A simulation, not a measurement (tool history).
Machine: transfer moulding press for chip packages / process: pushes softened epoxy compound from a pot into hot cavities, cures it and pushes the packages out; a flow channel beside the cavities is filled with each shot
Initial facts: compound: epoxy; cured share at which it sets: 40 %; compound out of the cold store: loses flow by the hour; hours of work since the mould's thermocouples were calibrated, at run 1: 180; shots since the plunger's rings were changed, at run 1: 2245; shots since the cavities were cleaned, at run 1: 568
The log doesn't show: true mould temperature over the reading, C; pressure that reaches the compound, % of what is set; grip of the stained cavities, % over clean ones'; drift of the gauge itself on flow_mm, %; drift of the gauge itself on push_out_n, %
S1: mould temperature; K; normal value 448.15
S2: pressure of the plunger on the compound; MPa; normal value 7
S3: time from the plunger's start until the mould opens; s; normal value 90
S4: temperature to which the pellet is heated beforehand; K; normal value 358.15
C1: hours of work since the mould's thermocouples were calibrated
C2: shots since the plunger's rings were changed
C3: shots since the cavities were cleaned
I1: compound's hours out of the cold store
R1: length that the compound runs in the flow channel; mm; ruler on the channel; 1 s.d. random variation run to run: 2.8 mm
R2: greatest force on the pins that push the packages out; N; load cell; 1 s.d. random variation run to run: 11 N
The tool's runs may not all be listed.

run	day	S1	S2	S3	S4	C1	C2	C3	I1	R1	R2
1	0	448.15	7	90	358.15	180	2245	568	33.5	907	506
# day 0.2: cavities cleaned with cleaning compound and waxed
2	0.617	448.15	7	90	358.15	188	2413	126	25.1	930	505
3	1.421	448.15	5.48	90	358.15	200	2657	370	29.8	809	505
4	2.067	448.15	5.48	90	361.15	209	2854	567	41.5	780	506
# day 2.275: cavities cleaned with cleaning compound and waxed
5	2.825	448.15	6.86	90	361.15	219	3064	167	37	884	503
6	3.329	448.15	6.86	90	361.15	227	3217	320	31.5	898	509
7	3.892	448.15	7	90	358.15	235	3388	491	42.5	877	495
# day 4.362: cavities cleaned with cleaning compound and waxed
8	4.742	448.15	7	90	358.15	246	3627	115	31.5	910	495
9	5.321	447.15	7	90	358.15	254	3803	291	45.7	875	500
# day 6.096: plunger's sealing rings changed
10	6.104	447.15	7	90	352.15	264	3	497	19.7	941	529
11	6.462	440.15	7	90	358.15	269	111	605	34.8	917	715
# day 6.583: cavities cleaned with cleaning compound and waxed
12	7.283	445.15	7	90	358.15	280	341	212	9.5	975	554
13	7.85	445.15	7	91	358.15	288	513	384	31.3	918	544
14	8.479	445.15	7	91	365.15	297	704	575	11.6	968	568
# day 8.688: cavities cleaned with cleaning compound and waxed
15	8.929	448.15	8.33	91	365.15	303	822	74	9.9	1053	488
16	9.75	448.15	5.97	90	354.15	315	1071	323	40.3	821	509
17	10.4	448.15	7.55	90	358.15	324	1269	521	44.3	907	506
# day 10.779: cavities cleaned with cleaning compound and waxed
18	10.858	448.15	7.55	90	358.15	330	1389	25	43.1	912	489
19	11.417	455.15	8.42	90	358.15	338	1558	194	41.1	955	442
20	12.075	448.15	7	93	355.15	347	1757	393	35.5	902	464
21	12.429	442.15	7	90	359.15	353	1865	501	36.8	909	645
# day 12.858: cavities cleaned with cleaning compound and waxed
22	13.2	453.15	7	119	362.15	363	2080	104	42.8	867	421
23	13.658	455.15	6.39	99	361.15	369	2219	243	27.8	862	442
24	13.996	441.15	5.53	90	367.15	374	2321	345	41	805	657
25	14.721	448.15	8.45	78	358.15	385	2541	565	23.9	1015	616
# day 14.946: cavities cleaned with cleaning compound and waxed
26	15.521	454.15	8.14	90	355.15	395	2765	174	28.6	973	451

Here are 4 independent what-if runs from the current tool condition. What would each one return?
A	15.879	448.15	7	126	358.15	400	2874	283	10.7	?	?
B	15.879	453.15	6.25	81	355.15	400	2874	283	17.2	?	?
C	15.879	454.15	5.43	90	355.15	400	2874	283	31.1	?	?
D	15.879	449.15	8.14	104	358.15	400	2874	283	36.6	?	?

run	R1	R2
A	964	455
B	879	481
C	787	453
D	964	457
With the hidden condition removed and each run's random variation left untouched, the same runs would have given:
run	R1	R2
A	965	452
B	879	478
C	787	450
D	964	454
